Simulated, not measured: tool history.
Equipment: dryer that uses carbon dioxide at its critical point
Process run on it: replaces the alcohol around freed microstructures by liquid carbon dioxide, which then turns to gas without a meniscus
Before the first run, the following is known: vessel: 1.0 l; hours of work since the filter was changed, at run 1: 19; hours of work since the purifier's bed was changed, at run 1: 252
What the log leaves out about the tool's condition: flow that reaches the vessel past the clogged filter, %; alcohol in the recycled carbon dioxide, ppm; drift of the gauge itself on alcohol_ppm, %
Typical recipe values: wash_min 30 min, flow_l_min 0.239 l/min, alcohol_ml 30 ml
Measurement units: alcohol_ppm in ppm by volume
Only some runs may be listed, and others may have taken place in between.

run	day	wash_min	flow_l_min	alcohol_ml	hours of work since the filter was changed	hours of work since the purifier's bed was changed	alcohol_ppm
1	0.000	30	0.239	30	19	252	125
2	0.604	30	0.239	30	24	257	124
3	1.271	30	0.239	36	30	263	143
4	1.629	30	0.239	36	33	267	136
5	2.162	30	0.239	30	38	271	132
6	2.746	30	0.239	30	43	277	134
7	3.279	30	0.239	30	48	281	141
8	3.662	30	0.336	39	51	285	111
9	4.312	31	0.146	39	57	290	575
10	4.762	31	0.150	52	61	294	657
11	5.125	19	0.150	47	64	298	3041
12	5.571	19	0.150	47	68	302	3036
13	6.079	19	0.150	47	73	306	3063
14	6.538	20	0.239	30	77	310	423

What if the next run were any one of these 3? Each begins from the tool's condition after run 14:
A	7.046	46	0.239	30	81	315	?
B	7.046	31	0.371	116	81	315	?
C	7.046	30	0.151	56	81	315	?

run	alcohol_ppm
A	113
B	121
C	791
With the hidden condition removed and each run's random variation left untouched, the same runs would have given:
run	alcohol_ppm
A	0
B	9
C	642

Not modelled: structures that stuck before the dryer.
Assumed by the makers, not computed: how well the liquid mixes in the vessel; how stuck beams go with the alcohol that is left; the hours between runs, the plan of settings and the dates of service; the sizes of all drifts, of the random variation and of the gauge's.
